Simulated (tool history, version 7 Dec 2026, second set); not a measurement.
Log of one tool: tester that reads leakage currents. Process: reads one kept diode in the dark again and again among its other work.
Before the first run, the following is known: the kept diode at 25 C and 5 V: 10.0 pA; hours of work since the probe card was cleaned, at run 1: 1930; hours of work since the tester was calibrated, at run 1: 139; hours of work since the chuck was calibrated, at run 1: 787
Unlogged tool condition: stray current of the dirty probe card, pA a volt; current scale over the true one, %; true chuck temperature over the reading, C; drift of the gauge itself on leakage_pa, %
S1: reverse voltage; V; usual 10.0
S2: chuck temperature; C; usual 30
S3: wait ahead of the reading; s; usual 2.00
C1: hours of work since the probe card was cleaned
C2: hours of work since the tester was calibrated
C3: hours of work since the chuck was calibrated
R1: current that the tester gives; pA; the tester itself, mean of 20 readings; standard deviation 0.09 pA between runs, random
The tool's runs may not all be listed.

run 1 hour=0.0 | S1=10.0 S2=30 S3=2.00 | C1=1930 C2=139 C3=787 | R1=41.29
run 2 hour=34.8 | S1=10.0 S2=30 S3=2.00 | C1=1946 C2=155 C3=803 | R1=41.39
run 3 hour=67.0 | S1=10.0 S2=30 S3=2.00 | C1=1961 C2=170 C3=818 | R1=41.80
run 4 hour=112.8 | S1=10.0 S2=30 S3=2.00 | C1=1982 C2=191 C3=839 | R1=41.92
run 5 hour=171.9 | S1=10.0 S2=30 S3=0.69 | C1=2009 C2=218 C3=866 | R1=43.11
run 6 hour=215.1 | S1=15.0 S2=30 S3=2.00 | C1=2029 C2=238 C3=886 | R1=57.26
run 7 hour=252.6 | S1=15.0 S2=30 S3=2.00 | C1=2046 C2=255 C3=903 | R1=57.16
run 8 hour=293.9 | S1=15.0 S2=30 S3=1.99 | C1=2065 C2=274 C3=922 | R1=57.63
run 9 hour=350.5 | S1=15.0 S2=30 S3=1.99 | C1=2091 C2=300 C3=948 | R1=57.79
run 10 hour=408.8 | S1=10.0 S2=27 S3=2.00 | C1=2117 C2=326 C3=974 | R1=36.70
run 11 hour=455.3 | S1=10.0 S2=30 S3=2.00 | C1=2139 C2=348 C3=996 | R1=43.21
run 12 hour=499.8 | S1=10.0 S2=30 S3=2.00 | C1=2159 C2=368 C3=1016 | R1=43.28
run 13 hour=545.6 | S1=10.0 S2=30 S3=2.00 | C1=2180 C2=389 C3=1037 | R1=43.32
run 14 hour=580.8 | S1=10.0 S2=29 S3=2.00 | C1=2196 C2=405 C3=1053 | R1=41.35
run 15 hour=627.1 | S1=10.0 S2=30 S3=2.68 | C1=2217 C2=426 C3=1074 | R1=43.64
run 16 hour=652.2 | S1=10.0 S2=30 S3=2.68 | C1=2229 C2=438 C3=1086 | R1=43.60
run 17 hour=695.2 | S1=8.8 S2=33 S3=0.69 | C1=2248 C2=458 C3=1105 | R1=48.25

Estimate the outcome of run 18 from the log above:
-- hour=701.3 tester calibrated
run 18 hour=746.9 | S1=9.8 S2=22 S3=1.57 | C1=2271 C2=21 C3=1128 | R1=?

R1: 30.37 pA
Had the tool carried no hidden state, the very same run would have given R1 12.12 pA.

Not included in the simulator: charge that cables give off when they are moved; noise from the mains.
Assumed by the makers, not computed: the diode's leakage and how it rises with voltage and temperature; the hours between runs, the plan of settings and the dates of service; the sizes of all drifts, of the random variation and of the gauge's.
